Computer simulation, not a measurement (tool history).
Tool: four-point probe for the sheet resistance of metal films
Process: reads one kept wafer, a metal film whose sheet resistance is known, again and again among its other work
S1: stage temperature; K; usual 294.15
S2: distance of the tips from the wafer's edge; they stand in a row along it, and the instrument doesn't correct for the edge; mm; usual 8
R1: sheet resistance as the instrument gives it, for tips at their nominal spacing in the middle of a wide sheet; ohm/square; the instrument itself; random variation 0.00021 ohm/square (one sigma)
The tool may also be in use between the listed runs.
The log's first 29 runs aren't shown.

| run | day | S1 | S2 | R1 |
|---|---|---|---|---|
|  | 15.071 | stage's thermometer calibrated, once more |
| 30 | 15.354 | 302.15 | 57 | 1.022365 |
| 31 | 15.917 | 302.15 | 57 | 1.021913 |
| 32 | 16.371 | 297.15 | 26 | 1.026022 |
| 33 | 16.962 | 301.15 | 4 | 1.074511 |
| 34 | 17.508 | 301.15 | 75 | 1.022136 |
| 35 | 18.292 | 294.15 | 24 | 1.02813 |
|  | 18.483 | new probe head fitted |
| 36 | 18.942 | 307.15 | 12 | 1.042672 |
| 37 | 19.608 | 307.15 | 12 | 1.04276 |
| 38 | 20.2 | 301.15 | 23 | 1.041728 |
| 39 | 20.633 | 292.15 | 12 | 1.052208 |
| 40 | 21.329 | 291.15 | 63 | 1.046583 |
| 41 | 21.871 | 299.15 | 3 | 1.132117 |
| 42 | 22.667 | 292.15 | 49 | 1.045933 |
| 43 | 23.35 | 292.15 | 49 | 1.046238 |
| 44 | 24.088 | 294.15 | 21 | 1.046163 |
| 45 | 24.762 | 294.15 | 21 | 1.045954 |

Forecast each of these 3 alternatives for the next run:
| A | 25.2 | 292.15 | 8 | ? |
| B | 25.2 | 296.15 | 34 | ? |
| C | 25.2 | 294.15 | 30 | ? |

| run | R1 |
|---|---|
| A | 1.058879 |
| B | 1.043372 |
| C | 1.045094 |
Without the tool's hidden state the same runs would have given:
| run | R1 |
|---|---|
| A | 1.054898 |
| B | 1.039447 |
| C | 1.041162 |
